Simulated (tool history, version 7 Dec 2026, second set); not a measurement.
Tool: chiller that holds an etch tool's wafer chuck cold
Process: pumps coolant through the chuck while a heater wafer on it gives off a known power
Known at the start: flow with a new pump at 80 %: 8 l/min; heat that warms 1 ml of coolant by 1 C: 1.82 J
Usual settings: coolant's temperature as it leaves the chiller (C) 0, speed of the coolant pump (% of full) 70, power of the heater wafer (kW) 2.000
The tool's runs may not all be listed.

| run | day | coolant's temperature as it leaves the chiller (C) | speed of the coolant pump (% of full) | power of the heater wafer (kW) | chuck's temperature once it has settled (C) | how much warmer the coolant comes back (C) |
|---|---|---|---|---|---|---|
| 1 | 0.000 | 0 | 70 | 2.000 | 18.6 | 9.65 |
| 2 | 3.546 | -3 | 70 | 2.000 | 15.8 | 9.60 |
| 3 | 8.042 | 0 | 70 | 2.000 | 18.8 | 9.61 |
| 4 | 10.671 | 0 | 70 | 2.000 | 18.9 | 9.60 |
| 5 | 13.525 | 0 | 70 | 2.000 | 18.9 | 9.56 |
| 6 | 17.233 | 7 | 70 | 2.000 | 26.1 | 9.65 |
| 7 | 22.042 | 7 | 70 | 2.000 | 26.1 | 9.64 |
| 8 | 25.671 | 0 | 70 | 2.000 | 19.1 | 9.61 |
| 9 | 28.608 | 0 | 70 | 2.000 | 19.0 | 9.58 |
| 10 | 32.225 | 0 | 70 | 2.000 | 19.4 | 9.62 |
| 11 | 34.867 | -5 | 70 | 2.000 | 14.2 | 9.62 |
| 12 | 37.912 | -5 | 70 | 2.000 | 14.2 | 9.70 |
|  | 38.358 | chiller's thermometer calibrated |
| 13 | 41.475 | -5 | 76 | 2.000 | 13.2 | 8.91 |
| 14 | 44.558 | -5 | 76 | 2.000 | 13.0 | 8.94 |
| 15 | 47.258 | -5 | 76 | 2.000 | 13.2 | 8.85 |
| 16 | 51.796 | 6 | 76 | 2.000 | 24.3 | 8.95 |
| 17 | 56.525 | 2 | 87 | 2.469 | 22.2 | 9.52 |
| 18 | 60.200 | 2 | 65 | 1.301 | 15.7 | 6.81 |
|  | 62.096 | chiller's thermometer calibrated, once more |
| 19 | 63.300 | 2 | 65 | 1.301 | 15.5 | 6.77 |
| 20 | 65.571 | 2 | 65 | 1.301 | 15.7 | 6.76 |
| 21 | 68.779 | 5 | 73 | 1.301 | 17.4 | 6.05 |
| 22 | 71.954 | 9 | 91 | 2.000 | 24.7 | 7.39 |
| 23 | 75.538 | -7 | 62 | 1.958 | 14.3 | 10.80 |
| 24 | 78.812 | -5 | 79 | 2.394 | 16.3 | 10.25 |
| 25 | 81.708 | 0 | 70 | 1.150 | 11.3 | 5.52 |
| 26 | 86.242 | -3 | 82 | 2.000 | 14.4 | 8.33 |
| 27 | 90.946 | -2 | 77 | 1.331 | 10.1 | 5.88 |
| 28 | 95.538 | 10 | 84 | 1.772 | 25.0 | 7.20 |
| 29 | 100.238 | 10 | 84 | 1.772 | 25.1 | 7.15 |
| 30 | 102.558 | 10 | 84 | 1.772 | 25.4 | 7.18 |
| 31 | 106.733 | -8 | 96 | 1.535 | 3.7 | 5.43 |

5 ways to go on from here, each from the tool as it stands after run 31. What would each give?
| A | 108.908 | 0 | 70 | 1.007 | ? | ? |
| B | 108.908 | -8 | 81 | 2.073 | ? | ? |
| C | 108.908 | 2 | 72 | 1.875 | ? | ? |
| D | 108.908 | 6 | 96 | 1.535 | ? | ? |
| E | 108.908 | 0 | 79 | 2.000 | ? | ? |

| run | chuck's temperature once it has settled (C) | how much warmer the coolant comes back (C) |
|---|---|---|
| A | 10.3 | 4.92 |
| B | 10.3 | 8.70 |
| C | 20.4 | 8.95 |
| D | 17.8 | 5.45 |
| E | 17.9 | 8.55 |
Without the tool's hidden state the same runs would have given:
| run | chuck's temperature once it has settled (C) | how much warmer the coolant comes back (C) |
|---|---|---|
| A | 9.0 | 4.75 |
| B | 8.0 | 8.41 |
| C | 18.2 | 8.65 |
| D | 16.2 | 5.27 |
| E | 15.7 | 8.26 |

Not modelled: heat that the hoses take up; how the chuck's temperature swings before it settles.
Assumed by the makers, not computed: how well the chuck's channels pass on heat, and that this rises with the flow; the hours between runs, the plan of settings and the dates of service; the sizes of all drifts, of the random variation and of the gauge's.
